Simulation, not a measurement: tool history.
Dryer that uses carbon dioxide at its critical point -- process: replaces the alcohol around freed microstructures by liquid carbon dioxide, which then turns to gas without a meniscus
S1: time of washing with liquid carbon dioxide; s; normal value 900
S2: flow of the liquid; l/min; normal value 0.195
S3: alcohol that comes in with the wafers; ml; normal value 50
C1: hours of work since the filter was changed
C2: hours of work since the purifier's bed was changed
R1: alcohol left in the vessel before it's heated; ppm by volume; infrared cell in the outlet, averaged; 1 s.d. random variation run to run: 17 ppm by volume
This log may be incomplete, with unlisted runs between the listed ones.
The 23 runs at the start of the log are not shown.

{"run": 24, "hour": 406.0, "S1": 900, "S2": 0.195, "S3": 50, "C1": 288, "C2": 241, "R1": 1786}
{"run": 25, "hour": 418.1, "S1": 1260, "S2": 0.195, "S3": 50, "C1": 294, "C2": 247, "R1": 404}
{"run": 26, "hour": 433.5, "S1": 840, "S2": 0.327, "S3": 83, "C1": 302, "C2": 254, "R1": 327}
{"run": 27, "hour": 449.6, "S1": 660, "S2": 0.195, "S3": 25, "C1": 310, "C2": 262, "R1": 2714}
{"run": 28, "hour": 463.2, "S1": 660, "S2": 0.195, "S3": 25, "C1": 317, "C2": 269, "R1": 2811}
{"run": 29, "hour": 475.8, "S1": 660, "S2": 0.195, "S3": 25, "C1": 323, "C2": 275, "R1": 2851}
{"run": 30, "hour": 486.2, "S1": 900, "S2": 0.122, "S3": 51, "C1": 328, "C2": 280, "R1": 9108}
{"run": 31, "hour": 504.1, "S1": 720, "S2": 0.122, "S3": 74, "C1": 337, "C2": 289, "R1": 21359}
{"run": 32, "hour": 516.6, "S1": 1320, "S2": 0.223, "S3": 89, "C1": 343, "C2": 296, "R1": 255}
{"run": 33, "hour": 539.0, "S1": 540, "S2": 0.316, "S3": 50, "C1": 354, "C2": 307, "R1": 2234}
{"run": 34, "hour": 557.3, "S1": 720, "S2": 0.195, "S3": 63, "C1": 363, "C2": 316, "R1": 5673}
{"run": 35, "hour": 576.7, "S1": 900, "S2": 0.325, "S3": 63, "C1": 373, "C2": 325, "R1": 210}
{"run": 36, "hour": 591.9, "S1": 900, "S2": 0.325, "S3": 63, "C1": 380, "C2": 333, "R1": 215}
{"run": 37, "hour": 611.9, "S1": 960, "S2": 0.136, "S3": 57, "C1": 390, "C2": 343, "R1": 6787}
{"run": 38, "hour": 624.3, "S1": 960, "S2": 0.284, "S3": 26, "C1": 396, "C2": 349, "R1": 162}
{"run": 39, "hour": 638.7, "S1": 1320, "S2": 0.174, "S3": 40, "C1": 404, "C2": 356, "R1": 561}
{"run": 40, "hour": 652.5, "S1": 720, "S2": 0.256, "S3": 117, "C1": 410, "C2": 363, "R1": 4228}
{"run": 41, "hour": 670.3, "S1": 1080, "S2": 0.139, "S3": 42, "C1": 419, "C2": 372, "R1": 3352}
{"run": 42, "hour": 682.0, "S1": 1080, "S2": 0.251, "S3": 39, "C1": 425, "C2": 378, "R1": 248}
{"run": 43, "hour": 696.4, "S1": 1320, "S2": 0.195, "S3": 50, "C1": 432, "C2": 385, "R1": 420}
{"run": 44, "hour": 719.5, "S1": 1320, "S2": 0.195, "S3": 50, "C1": 444, "C2": 396, "R1": 445}
{"hour": 734.6, "done": "inlet filter changed"}
{"run": 45, "hour": 734.6, "S1": 840, "S2": 0.195, "S3": 33, "C1": 0, "C2": 403, "R1": 1022}
{"run": 46, "hour": 755.3, "S1": 600, "S2": 0.243, "S3": 104, "C1": 10, "C2": 413, "R1": 5060}
{"run": 47, "hour": 767.5, "S1": 1440, "S2": 0.124, "S3": 84, "C1": 16, "C2": 419, "R1": 1881}

Consider 3 possible next runs. They are alternatives, not a sequence: every one starts from the tool as it was left by run 47. What does each give?
{"run": "A", "hour": 790.0, "S1": 780, "S2": 0.124, "S3": 84, "C1": 27, "C2": 431, "R1": "?"}
{"run": "B", "hour": 790.0, "S1": 660, "S2": 0.124, "S3": 84, "C1": 27, "C2": 431, "R1": "?"}
{"run": "C", "hour": 790.0, "S1": 1380, "S2": 0.143, "S3": 78, "C1": 27, "C2": 431, "R1": "?"}

run=A R1=14769
run=B R1=21718
run=C R1=1098
What these runs would have given with no unlogged condition in the tool:
run=A R1=14217
run=B R1=21035
run=C R1=999
